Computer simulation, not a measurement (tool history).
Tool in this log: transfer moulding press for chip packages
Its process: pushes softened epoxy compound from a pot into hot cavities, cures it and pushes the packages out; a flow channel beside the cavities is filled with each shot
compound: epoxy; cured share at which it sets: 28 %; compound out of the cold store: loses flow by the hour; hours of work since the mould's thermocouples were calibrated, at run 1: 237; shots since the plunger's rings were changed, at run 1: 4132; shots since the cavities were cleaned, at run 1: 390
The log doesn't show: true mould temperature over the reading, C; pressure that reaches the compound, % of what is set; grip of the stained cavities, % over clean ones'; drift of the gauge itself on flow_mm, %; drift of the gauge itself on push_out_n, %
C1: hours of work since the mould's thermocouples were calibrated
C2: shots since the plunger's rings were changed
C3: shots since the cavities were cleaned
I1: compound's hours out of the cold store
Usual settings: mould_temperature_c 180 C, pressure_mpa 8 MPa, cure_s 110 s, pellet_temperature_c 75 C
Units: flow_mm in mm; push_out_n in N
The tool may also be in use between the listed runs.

Run 1, hour 0: usual settings; C1 237; C2 4132; C3 390; I1 32. Result: flow_mm 660 mm, push_out_n 879 N.
Run 2, hour 12.6: usual settings; C1 243; C2 4215; C3 473; I1 37.2. Result: flow_mm 651 mm, push_out_n 900 N.
Run 3, hour 22.5: usual settings; C1 247; C2 4280; C3 538; I1 17. Result: flow_mm 685 mm, push_out_n 959 N.
At hour 31.5: plunger's sealing rings changed.
Run 4, hour 34.8: usual settings; C1 251; C2 22; C3 603; I1 34.8. Result: flow_mm 731 mm, push_out_n 908 N.
Run 5, hour 45: usual settings; C1 255; C2 89; C3 670; I1 27. Result: flow_mm 745 mm, push_out_n 959 N.
Run 6, hour 57.6: usual settings; C1 260; C2 172; C3 753; I1 39.8. Result: flow_mm 731 mm, push_out_n 981 N.
Run 7, hour 67: usual settings but pellet_temperature_c 74 C; C1 264; C2 234; C3 815; I1 28.4. Result: flow_mm 737 mm, push_out_n 991 N.
Run 8, hour 73.9: usual settings but pellet_temperature_c 74 C; C1 267; C2 280; C3 861; I1 31.4. Result: flow_mm 728 mm, push_out_n 1017 N.
At hour 79.7: cavities cleaned with cleaning compound and waxed.
Run 9, hour 89.1: usual settings but pellet_temperature_c 74 C; C1 273; C2 370; C3 61; I1 40.3. Result: flow_mm 726 mm, push_out_n 1185 N.
Run 10, hour 103.2: usual settings; C1 279; C2 464; C3 155; I1 25.6. Result: flow_mm 729 mm, push_out_n 1199 N.
Run 11, hour 111.3: usual settings; C1 282; C2 517; C3 208; I1 12.6. Result: flow_mm 762 mm, push_out_n 1226 N.
Run 12, hour 117.2: usual settings; C1 285; C2 556; C3 247; I1 33.7. Result: flow_mm 722 mm, push_out_n 1180 N.
Run 13, hour 124.6: usual settings but pressure_mpa 7.43 MPa; C1 288; C2 605; C3 296; I1 32.7. Result: flow_mm 703 mm, push_out_n 1197 N.
Run 14, hour 138.6: usual settings but cure_s 93 s; C1 293; C2 697; C3 388; I1 18.5. Result: flow_mm 743 mm, push_out_n 1793 N.
Run 15, hour 147.5: usual settings but cure_s 93 s; C1 297; C2 756; C3 447; I1 43.3. Result: flow_mm 697 mm, push_out_n 1639 N.
Run 16, hour 157.3: usual settings but mould_temperature_c 179 C, pressure_mpa 7.91 MPa, cure_s 103 s, pellet_temperature_c 77 C; C1 301; C2 821; C3 512; I1 31.9. Result: flow_mm 724 mm, push_out_n 1444 N.
At hour 167.5: cavities cleaned with cleaning compound and waxed, once more.
Run 17, hour 168.3: usual settings but mould_temperature_c 179 C, pressure_mpa 7.91 MPa, cure_s 103 s, pellet_temperature_c 77 C; C1 305; C2 883; C3 5; I1 16.7. Result: flow_mm 747 mm, push_out_n 784 N.
Run 18, hour 179.6: usual settings but mould_temperature_c 179 C, pressure_mpa 7.91 MPa, cure_s 103 s, pellet_temperature_c 77 C; C1 310; C2 958; C3 80; I1 47.7. Result: flow_mm 694 mm, push_out_n 775 N.
Run 19, hour 190.1: usual settings but mould_temperature_c 185 C, pressure_mpa 8.58 MPa, cure_s 94 s, pellet_temperature_c 77 C; C1 314; C2 1028; C3 150; I1 26.6. Result: flow_mm 727 mm, push_out_n 653 N.
Run 20, hour 196.3: usual settings but mould_temperature_c 182 C, pressure_mpa 6.66 MPa, cure_s 94 s, pellet_temperature_c 70 C; C1 317; C2 1068; C3 190; I1 17.9. Result: flow_mm 661 mm, push_out_n 915 N.
Run 21, hour 208.8: usual settings but mould_temperature_c 182 C, pressure_mpa 6.66 MPa, cure_s 126 s, pellet_temperature_c 67 C; C1 322; C2 1151; C3 273; I1 9.9. Result: flow_mm 683 mm, push_out_n 626 N.
Run 22, hour 219.5: usual settings but mould_temperature_c 188 C, pressure_mpa 8.3 MPa, cure_s 104 s, pellet_temperature_c 68 C; C1 327; C2 1222; C3 344; I1 29.4. Result: flow_mm 713 mm, push_out_n 629 N.
Run 23, hour 233.6: usual settings but mould_temperature_c 188 C, pressure_mpa 8.3 MPa, cure_s 92 s, pellet_temperature_c 73 C; C1 333; C2 1315; C3 437; I1 9.4. Result: flow_mm 728 mm, push_out_n 778 N.
Run 24, hour 245.2: usual settings but mould_temperature_c 178 C, pressure_mpa 7.91 MPa, cure_s 114 s, pellet_temperature_c 67 C; C1 337; C2 1391; C3 513; I1 22.6. Result: flow_mm 722 mm, push_out_n 962 N.
Run 25, hour 251.9: usual settings but mould_temperature_c 184 C, pressure_mpa 7.72 MPa, cure_s 132 s; C1 340; C2 1435; C3 557; I1 11.8. Result: flow_mm 708 mm, push_out_n 704 N.
Run 26, hour 264.7: usual settings but cure_s 116 s, pellet_temperature_c 80 C; C1 346; C2 1520; C3 642; I1 15.8. Result: flow_mm 734 mm, push_out_n 879 N.
Run 27, hour 272.6: usual settings but mould_temperature_c 185 C; C1 349; C2 1572; C3 694; I1 27.3. Result: flow_mm 699 mm, push_out_n 791 N.
Run 28, hour 286.3: usual settings but mould_temperature_c 185 C; C1 355; C2 1663; C3 785; I1 45.2. Result: flow_mm 665 mm, push_out_n 806 N.
Run 29, hour 293.7: usual settings but mould_temperature_c 183 C, pressure_mpa 6.64 MPa; C1 358; C2 1712; C3 834; I1 14.2. Result: flow_mm 647 mm, push_out_n 855 N.

Consider 4 possible next runs. They are alternatives, not a sequence: every one starts from the tool as it was left by run 29. What does each give?
Run A, hour 300.1: usual settings but mould_temperature_c 176 C, pressure_mpa 6.64 MPa, cure_s 138 s, pellet_temperature_c 68 C; C1 360; C2 1754; C3 876; I1 11.7. Result: flow_mm ?, push_out_n ?.
Run B, hour 300.1: usual settings but cure_s 131 s, pellet_temperature_c 69 C; C1 360; C2 1754; C3 876; I1 37.7. Result: flow_mm ?, push_out_n ?.
Run C, hour 300.1: usual settings but mould_temperature_c 183 C, pressure_mpa 7.1 MPa, pellet_temperature_c 80 C; C1 360; C2 1754; C3 876; I1 30.6. Result: flow_mm ?, push_out_n ?.
Run D, hour 300.1: usual settings but mould_temperature_c 182 C, pressure_mpa 6.64 MPa, cure_s 108 s, pellet_temperature_c 65 C; C1 360; C2 1754; C3 876; I1 11.6. Result: flow_mm ?, push_out_n ?.

run  flow_mm  push_out_n
  A      683         902
  B      692         801
  C      647         882
  D      675         929
Without the tool's hidden state the same runs would have given:
run  flow_mm  push_out_n
  A      710         548
  B      719         482
  C      672         538
  D      701         569
